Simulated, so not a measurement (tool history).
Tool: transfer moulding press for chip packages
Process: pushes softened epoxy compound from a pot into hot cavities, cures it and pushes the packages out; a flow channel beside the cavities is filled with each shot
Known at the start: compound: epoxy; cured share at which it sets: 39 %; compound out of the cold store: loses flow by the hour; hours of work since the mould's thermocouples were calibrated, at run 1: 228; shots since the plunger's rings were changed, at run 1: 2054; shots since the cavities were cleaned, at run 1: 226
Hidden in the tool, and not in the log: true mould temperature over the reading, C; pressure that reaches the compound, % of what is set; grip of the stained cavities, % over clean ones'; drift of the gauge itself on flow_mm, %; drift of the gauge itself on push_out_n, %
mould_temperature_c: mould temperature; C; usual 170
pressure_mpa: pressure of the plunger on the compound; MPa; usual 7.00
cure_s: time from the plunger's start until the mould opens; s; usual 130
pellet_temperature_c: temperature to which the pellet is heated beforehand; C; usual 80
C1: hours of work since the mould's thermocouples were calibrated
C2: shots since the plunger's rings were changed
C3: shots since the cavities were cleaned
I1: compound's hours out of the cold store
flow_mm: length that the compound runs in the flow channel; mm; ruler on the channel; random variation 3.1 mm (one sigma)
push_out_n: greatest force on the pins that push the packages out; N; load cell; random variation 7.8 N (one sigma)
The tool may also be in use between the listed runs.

{"run": 1, "day": 0.0, "mould_temperature_c": 170, "pressure_mpa": 7.0, "cure_s": 130, "pellet_temperature_c": 80, "C1": 228, "C2": 2054, "C3": 226, "I1": 9.7, "flow_mm": 829, "push_out_n": 404}
{"day": 1.529, "done": "cavities cleaned with cleaning compound and waxed"}
{"run": 2, "day": 3.021, "mould_temperature_c": 170, "pressure_mpa": 7.0, "cure_s": 156, "pellet_temperature_c": 80, "C1": 270, "C2": 2687, "C3": 319, "I1": 48.0, "flow_mm": 751, "push_out_n": 342}
{"day": 4.192, "done": "cavities cleaned with cleaning compound and waxed"}
{"day": 4.85, "done": "plunger's sealing rings changed"}
{"run": 3, "day": 5.754, "mould_temperature_c": 170, "pressure_mpa": 7.0, "cure_s": 156, "pellet_temperature_c": 80, "C1": 305, "C2": 194, "C3": 312, "I1": 11.5, "flow_mm": 839, "push_out_n": 371}
{"day": 6.846, "done": "cavities cleaned with cleaning compound and waxed"}
{"run": 4, "day": 8.092, "mould_temperature_c": 170, "pressure_mpa": 7.0, "cure_s": 156, "pellet_temperature_c": 80, "C1": 337, "C2": 681, "C3": 266, "I1": 21.2, "flow_mm": 817, "push_out_n": 361}
{"day": 9.517, "done": "cavities cleaned with cleaning compound and waxed"}
{"run": 5, "day": 10.208, "mould_temperature_c": 170, "pressure_mpa": 7.0, "cure_s": 156, "pellet_temperature_c": 80, "C1": 366, "C2": 1120, "C3": 147, "I1": 18.8, "flow_mm": 818, "push_out_n": 328}
{"day": 12.083, "done": "cavities cleaned with cleaning compound and waxed"}
{"run": 6, "day": 13.275, "mould_temperature_c": 170, "pressure_mpa": 7.0, "cure_s": 156, "pellet_temperature_c": 80, "C1": 408, "C2": 1763, "C3": 255, "I1": 31.0, "flow_mm": 793, "push_out_n": 342}
{"day": 14.633, "done": "cavities cleaned with cleaning compound and waxed"}
{"run": 7, "day": 14.792, "mould_temperature_c": 170, "pressure_mpa": 7.0, "cure_s": 156, "pellet_temperature_c": 80, "C1": 428, "C2": 2074, "C3": 34, "I1": 19.1, "flow_mm": 812, "push_out_n": 286}
{"run": 8, "day": 17.029, "mould_temperature_c": 170, "pressure_mpa": 7.0, "cure_s": 130, "pellet_temperature_c": 80, "C1": 460, "C2": 2553, "C3": 513, "I1": 17.7, "flow_mm": 810, "push_out_n": 434}
{"day": 17.383, "done": "cavities cleaned with cleaning compound and waxed"}
{"run": 9, "day": 18.433, "mould_temperature_c": 170, "pressure_mpa": 7.0, "cure_s": 130, "pellet_temperature_c": 80, "C1": 478, "C2": 2840, "C3": 225, "I1": 41.7, "flow_mm": 758, "push_out_n": 390}
{"day": 19.238, "done": "plunger's sealing rings changed"}
{"day": 20.021, "done": "cavities cleaned with cleaning compound and waxed"}
{"run": 10, "day": 21.608, "mould_temperature_c": 170, "pressure_mpa": 7.0, "cure_s": 130, "pellet_temperature_c": 80, "C1": 520, "C2": 493, "C3": 339, "I1": 30.6, "flow_mm": 799, "push_out_n": 399}
{"day": 22.683, "done": "cavities cleaned with cleaning compound and waxed"}
{"day": 23.817, "done": "mould's thermocouples calibrated"}
{"run": 11, "day": 24.45, "mould_temperature_c": 170, "pressure_mpa": 7.0, "cure_s": 119, "pellet_temperature_c": 80, "C1": 9, "C2": 1071, "C3": 361, "I1": 13.1, "flow_mm": 826, "push_out_n": 512}
{"day": 25.408, "done": "cavities cleaned with cleaning compound and waxed"}
{"run": 12, "day": 26.371, "mould_temperature_c": 170, "pressure_mpa": 7.0, "cure_s": 119, "pellet_temperature_c": 80, "C1": 35, "C2": 1468, "C3": 206, "I1": 33.5, "flow_mm": 791, "push_out_n": 450}
{"day": 27.971, "done": "cavities cleaned with cleaning compound and waxed"}
{"run": 13, "day": 28.708, "mould_temperature_c": 173, "pressure_mpa": 7.0, "cure_s": 119, "pellet_temperature_c": 80, "C1": 67, "C2": 1954, "C3": 157, "I1": 30.8, "flow_mm": 780, "push_out_n": 396}
{"day": 30.754, "done": "cavities cleaned with cleaning compound and waxed"}
{"run": 14, "day": 31.921, "mould_temperature_c": 170, "pressure_mpa": 7.27, "cure_s": 125, "pellet_temperature_c": 80, "C1": 111, "C2": 2629, "C3": 251, "I1": 45.1, "flow_mm": 770, "push_out_n": 428}
{"day": 33.367, "done": "cavities cleaned with cleaning compound and waxed"}
{"run": 15, "day": 33.392, "mould_temperature_c": 175, "pressure_mpa": 7.0, "cure_s": 130, "pellet_temperature_c": 86, "C1": 130, "C2": 2930, "C3": 6, "I1": 38.4, "flow_mm": 757, "push_out_n": 285}
{"day": 33.867, "done": "plunger's sealing rings changed"}
{"run": 16, "day": 35.783, "mould_temperature_c": 170, "pressure_mpa": 7.0, "cure_s": 130, "pellet_temperature_c": 72, "C1": 162, "C2": 410, "C3": 495, "I1": 33.9, "flow_mm": 798, "push_out_n": 445}
{"day": 36.096, "done": "cavities cleaned with cleaning compound and waxed"}
{"run": 17, "day": 38.279, "mould_temperature_c": 169, "pressure_mpa": 6.28, "cure_s": 130, "pellet_temperature_c": 80, "C1": 196, "C2": 931, "C3": 467, "I1": 29.7, "flow_mm": 759, "push_out_n": 455}
{"day": 38.871, "done": "cavities cleaned with cleaning compound and waxed"}
{"run": 18, "day": 41.292, "mould_temperature_c": 170, "pressure_mpa": 7.0, "cure_s": 130, "pellet_temperature_c": 77, "C1": 238, "C2": 1561, "C3": 517, "I1": 18.9, "flow_mm": 817, "push_out_n": 454}
{"day": 41.608, "done": "cavities cleaned with cleaning compound and waxed"}
{"run": 19, "day": 42.929, "mould_temperature_c": 168, "pressure_mpa": 6.83, "cure_s": 158, "pellet_temperature_c": 83, "C1": 260, "C2": 1899, "C3": 283, "I1": 10.7, "flow_mm": 824, "push_out_n": 360}
{"day": 44.129, "done": "cavities cleaned with cleaning compound and waxed"}
{"run": 20, "day": 45.104, "mould_temperature_c": 168, "pressure_mpa": 6.83, "cure_s": 158, "pellet_temperature_c": 72, "C1": 289, "C2": 2351, "C3": 209, "I1": 16.2, "flow_mm": 810, "push_out_n": 343}
{"day": 46.808, "done": "cavities cleaned with cleaning compound and waxed"}
{"day": 48.258, "done": "plunger's sealing rings changed"}
{"run": 21, "day": 48.425, "mould_temperature_c": 170, "pressure_mpa": 6.83, "cure_s": 130, "pellet_temperature_c": 72, "C1": 333, "C2": 36, "C3": 324, "I1": 19.2, "flow_mm": 821, "push_out_n": 421}
{"day": 49.504, "done": "cavities cleaned with cleaning compound and waxed"}
{"run": 22, "day": 51.088, "mould_temperature_c": 167, "pressure_mpa": 7.0, "cure_s": 135, "pellet_temperature_c": 85, "C1": 370, "C2": 592, "C3": 339, "I1": 8.8, "flow_mm": 853, "push_out_n": 454}
{"day": 52.104, "done": "cavities cleaned with cleaning compound and waxed"}
{"run": 23, "day": 52.512, "mould_temperature_c": 167, "pressure_mpa": 7.77, "cure_s": 124, "pellet_temperature_c": 85, "C1": 389, "C2": 884, "C3": 88, "I1": 10.8, "flow_mm": 886, "push_out_n": 458}

The next listed run, before its measurement:
{"run": 24, "day": 54.462, "mould_temperature_c": 167, "pressure_mpa": 7.77, "cure_s": 124, "pellet_temperature_c": 85, "C1": 416, "C2": 1301, "C3": 505, "I1": 40.6, "flow_mm": "?", "push_out_n": "?"}

Run 24 gave flow_mm 823 mm, push_out_n 546 N.
Without the tool's hidden state the same run would have given flow_mm 838 mm, push_out_n 424 N.
